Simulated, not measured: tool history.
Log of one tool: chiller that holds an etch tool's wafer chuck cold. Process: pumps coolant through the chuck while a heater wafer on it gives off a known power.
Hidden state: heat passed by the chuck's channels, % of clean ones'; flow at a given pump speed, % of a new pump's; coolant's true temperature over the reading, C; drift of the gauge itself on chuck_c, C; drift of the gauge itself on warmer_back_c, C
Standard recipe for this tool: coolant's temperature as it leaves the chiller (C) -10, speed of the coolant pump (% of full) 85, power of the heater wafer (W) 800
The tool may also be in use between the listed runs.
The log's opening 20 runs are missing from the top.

run,hour,coolant's temperature as it leaves the chiller (C),speed of the coolant pump (% of full),power of the heater wafer (W),hours since the coolant was changed and the channels were flushed,hours since the pump was overhauled,hours since the chiller's thermometer was calibrated,chuck's temperature once it has settled (C),how much warmer the coolant comes back (C)
21,481.3,-17,93,800,3321,152,2311,-9.4,2.56
22,510.4,-17,96,1020,3350,181,2340,-7.5,3.16
23,540.3,-13,65,1060,3380,211,2370,0.4,4.88
24,554,-20,90,1060,3394,225,2384,-9.7,3.5
25,570,-12,67,1012,3410,241,2400,0.7,4.51
26,585.5,-17,66,864,3425,256,2415,-6.1,3.92
27,602.6,-9,61,800,3443,273,2432,1.8,3.91
28,630.9,-9,61,800,3471,302,2461,2,3.95
29,660.3,-9,61,800,3500,331,2490,1.7,3.88
30,691,-4,61,800,3531,362,2521,7,3.89
31,704.3,-12,61,800,3544,375,2534,-1.1,3.93

Alternative continuations, all from the tool just after run 31; predict every row:
A,724.7,-15,63,1143,3565,395,2555,?,?
B,724.7,-8,76,409,3565,395,2555,?,?
C,724.7,-8,91,474,3565,395,2555,?,?
D,724.7,-5,61,519,3565,395,2555,?,?

run,chuck's temperature once it has settled (C),how much warmer the coolant comes back (C)
A,0,5.42
B,-2.9,1.6
C,-3.1,1.52
D,2.2,2.57
Had the tool no hidden state, the same runs would have come out as:
run,chuck's temperature once it has settled (C),how much warmer the coolant comes back (C)
A,-3,5.42
B,-4.1,1.6
C,-4.3,1.52
D,0.6,2.57
